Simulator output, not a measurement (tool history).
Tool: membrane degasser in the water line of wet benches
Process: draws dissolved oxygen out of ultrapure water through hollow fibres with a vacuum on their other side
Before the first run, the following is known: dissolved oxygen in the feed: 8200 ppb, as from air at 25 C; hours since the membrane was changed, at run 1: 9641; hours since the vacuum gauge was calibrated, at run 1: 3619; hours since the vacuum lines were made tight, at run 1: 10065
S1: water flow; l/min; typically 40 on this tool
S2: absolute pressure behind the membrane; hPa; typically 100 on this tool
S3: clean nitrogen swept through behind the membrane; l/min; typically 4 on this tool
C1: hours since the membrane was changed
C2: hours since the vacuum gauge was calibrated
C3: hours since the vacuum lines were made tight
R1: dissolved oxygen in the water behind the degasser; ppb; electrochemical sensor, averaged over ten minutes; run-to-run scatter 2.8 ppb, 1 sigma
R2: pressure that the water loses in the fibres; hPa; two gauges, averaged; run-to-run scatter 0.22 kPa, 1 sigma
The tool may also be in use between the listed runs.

run    hour  S1   S2    S3     C1    C2     C3     R1     R2
  1       0  40  100     4   9641  3619  10065  299.8  535.9
  2     304  40  129     4   9945  3923  10369  366.5  539.5
  3   603.1  39  129     4  10244  4222  10668  345.6  522.8
  4   878.9  39  129     4  10520  4498  10943  354.5  527.6
     1033.9  -- seals of the vacuum lines changed
  5  1180.4  40  100  2.13  10819  4797    146  420.1  537.4
  6  1309.2  40  100  2.13  10948  4926    275  420.2  543.6
  7  1588.4  40  100  2.13  11227  5205    554  420.5  539.2
  8  1812.5  40  100     4  11451  5429    779  301.6    543
  9  1961.1  40  101     4  11600  5578    927  302.5  544.8
 10  2272.6  40  101     4  11911  5889   1239  308.2  543.9
 11    2568  40  101     4  12207  6185   1534  307.9  538.9
 12  2745.7  40  101     4  12384  6362   1712  305.7  543.9
 13  2874.3  40  100  2.07  12513  6491   1840  428.8    542
 14  3169.5  40  100  7.91  12808  6786   2136  235.3  543.8
 15  3298.6  40  100  7.91  12937  6915   2265  236.2  547.4
       3420  -- vacuum gauge calibrated
 16  3470.8  61  185  8.65  13109    51   2436  703.2    826
 17  3613.9  43  100     4  13252   194   2579  353.2  587.1
 18  3809.7  34   97     4  13448   390   2775  218.8  466.3
     3944.2  -- vacuum gauge calibrated, once more
 19  4039.8  34  163     4  13677    96   3005  337.8  461.7
 20  4260.1  46   67     4  13898   316   3225  325.6  628.3
 21  4476.7  46   67     4  14114   533   3442  329.5  629.3
 22    4606  46   67     4  14244   662   3571  328.9  630.9
 23  4849.5  40  239  9.66  14487   905   3815  360.8  549.8
 24  5024.9  40   94   2.6  14662  1081   3990  364.4  549.1
 25  5270.8  40  100  8.46  14908  1327   4236  235.2    550
 26  5503.1  40   62     4  15141  1559   4468  228.7  548.3
 27  5780.2  40   62     4  15418  1836   4745  227.8  549.2
 28  5945.6  25   65  7.14  15583  2001   4911   56.3  345.1
 29  6206.9  58  228  7.19  15844  2263   5172    753  800.4
 30  6470.2  58  228  7.19  16108  2526   5435  759.2  799.9

What differs in the tool's unlogged condition from the final listed run ahead of each entry between runs to the first listed run following it?
Runs 4 to 5: seals of the vacuum lines changed (hour 1033.9)
  membrane still open, %: 95.6 -> 95.5; air that leaks in behind the membrane, l/min: 0.0301 -> 0.0038
  measured minus no-state result, R1: +26.6 -> +25.2 ppb; R2: +23 -> +24.1 hPa
Runs 15 to 16: vacuum gauge calibrated (hour 3420)
  membrane still open, %: 94.7 -> 94.6; true pressure behind the membrane over the reading, kPa: 0.06 -> 0.09; air that leaks in behind the membrane, l/min: 0.0091 -> 0.0096
  measured minus no-state result, R1: +31.4 -> +69.6 ppb; R2: +29.2 -> +44.7 hPa
Runs 18 to 19: vacuum gauge calibrated, once more (hour 3944.2)
  membrane still open, %: 94.5 -> 94.4; true pressure behind the membrane over the reading, kPa: 0.09 -> -0.01; air that leaks in behind the membrane, l/min: 0.0104 -> 0.011
  measured minus no-state result, R1: +22.8 -> +21.2 ppb; R2: +25.7 -> +26 hPa

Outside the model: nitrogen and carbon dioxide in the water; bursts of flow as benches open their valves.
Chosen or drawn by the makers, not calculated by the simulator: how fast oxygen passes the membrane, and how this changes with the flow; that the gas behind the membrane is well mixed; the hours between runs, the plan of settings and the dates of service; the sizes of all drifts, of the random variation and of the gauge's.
